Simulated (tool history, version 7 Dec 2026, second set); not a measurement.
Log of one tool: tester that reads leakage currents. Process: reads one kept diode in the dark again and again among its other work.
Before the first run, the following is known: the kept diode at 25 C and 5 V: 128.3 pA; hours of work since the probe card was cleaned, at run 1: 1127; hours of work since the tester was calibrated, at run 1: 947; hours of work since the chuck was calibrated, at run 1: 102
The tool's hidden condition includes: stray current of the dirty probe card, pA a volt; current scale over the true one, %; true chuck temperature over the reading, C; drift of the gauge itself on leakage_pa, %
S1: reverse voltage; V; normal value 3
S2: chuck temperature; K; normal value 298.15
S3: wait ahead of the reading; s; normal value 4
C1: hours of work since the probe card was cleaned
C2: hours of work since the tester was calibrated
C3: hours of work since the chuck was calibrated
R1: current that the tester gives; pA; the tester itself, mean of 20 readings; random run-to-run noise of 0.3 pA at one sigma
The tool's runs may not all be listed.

Run 1, hour 0: usual settings; C1 1127; C2 947; C3 102. Result: R1 93.79 pA.
Run 2, hour 17.2: usual settings; C1 1139; C2 959; C3 114. Result: R1 93.97 pA.
Run 3, hour 54.3: usual settings; C1 1164; C2 985; C3 140. Result: R1 92.58 pA.
Run 4, hour 78.5: usual settings but S2 313.15 K; C1 1181; C2 1002; C3 157. Result: R1 370.88 pA.
Run 5, hour 112.1: usual settings but S2 313.15 K; C1 1204; C2 1025; C3 180. Result: R1 365.46 pA.
Run 6, hour 133.7: usual settings but S2 313.15 K; C1 1219; C2 1040; C3 195. Result: R1 365.36 pA.
Run 7, hour 150.9: usual settings but S2 313.15 K; C1 1231; C2 1052; C3 207. Result: R1 363.01 pA.
Run 8, hour 185.8: usual settings but S2 313.15 K; C1 1255; C2 1076; C3 231. Result: R1 358.48 pA.
Run 9, hour 201.6: usual settings; C1 1266; C2 1087; C3 242. Result: R1 89.14 pA.
Run 10, hour 221.7: usual settings but S1 8.88 V; C1 1280; C2 1101; C3 256. Result: R1 163.08 pA.
Run 11, hour 251.2: usual settings but S1 8.88 V; C1 1301; C2 1121; C3 276. Result: R1 160.94 pA.
Run 12, hour 281.7: usual settings but S1 8.88 V; C1 1322; C2 1143; C3 298. Result: R1 160.64 pA.
Run 13, hour 311.1: usual settings but S1 8.88 V; C1 1342; C2 1163; C3 318. Result: R1 158.78 pA.
Run 14, hour 349.5: usual settings but S1 8.88 V; C1 1369; C2 1189; C3 344. Result: R1 158.36 pA.
Run 15, hour 372: usual settings but S1 8.88 V; C1 1384; C2 1205; C3 360. Result: R1 156.38 pA.
Run 16, hour 398.9: usual settings but S1 8.88 V; C1 1403; C2 1224; C3 379. Result: R1 155.54 pA.
Run 17, hour 427.4: usual settings but S2 319.15 K; C1 1423; C2 1243; C3 398. Result: R1 575.31 pA.
Run 18, hour 463.5: usual settings but S2 319.15 K; C1 1448; C2 1268; C3 423. Result: R1 573.13 pA.
Run 19, hour 483.7: usual settings but S2 319.15 K; C1 1462; C2 1282; C3 437. Result: R1 566.26 pA.
Run 20, hour 512.4: usual settings but S2 319.15 K; C1 1482; C2 1302; C3 457. Result: R1 564.78 pA.
Run 21, hour 542.6: usual settings but S2 319.15 K; C1 1502; C2 1323; C3 478. Result: R1 562.07 pA.
Run 22, hour 570: usual settings but S2 319.15 K; C1 1522; C2 1342; C3 497. Result: R1 557.21 pA.
Run 23, hour 604: usual settings but S1 8.15 V, S2 319.15 K, S3 4.28 s; C1 1545; C2 1366; C3 521. Result: R1 959.64 pA.
Run 24, hour 633.6: usual settings but S1 14.27 V, S2 319.15 K, S3 0.38 s; C1 1566; C2 1386; C3 541. Result: R1 1310.37 pA.

Run 25 has not been measured yet. What should we expect?
Run 25, hour 669.9: usual settings but S1 14.27 V, S2 319.15 K, S3 0.32 s; C1 1591; C2 1411; C3 566. Result: R1 ?.

{"run 25": {"R1": 1298.19}}
With no hidden state in the tool, this same run would have given R1 1552.16 pA.
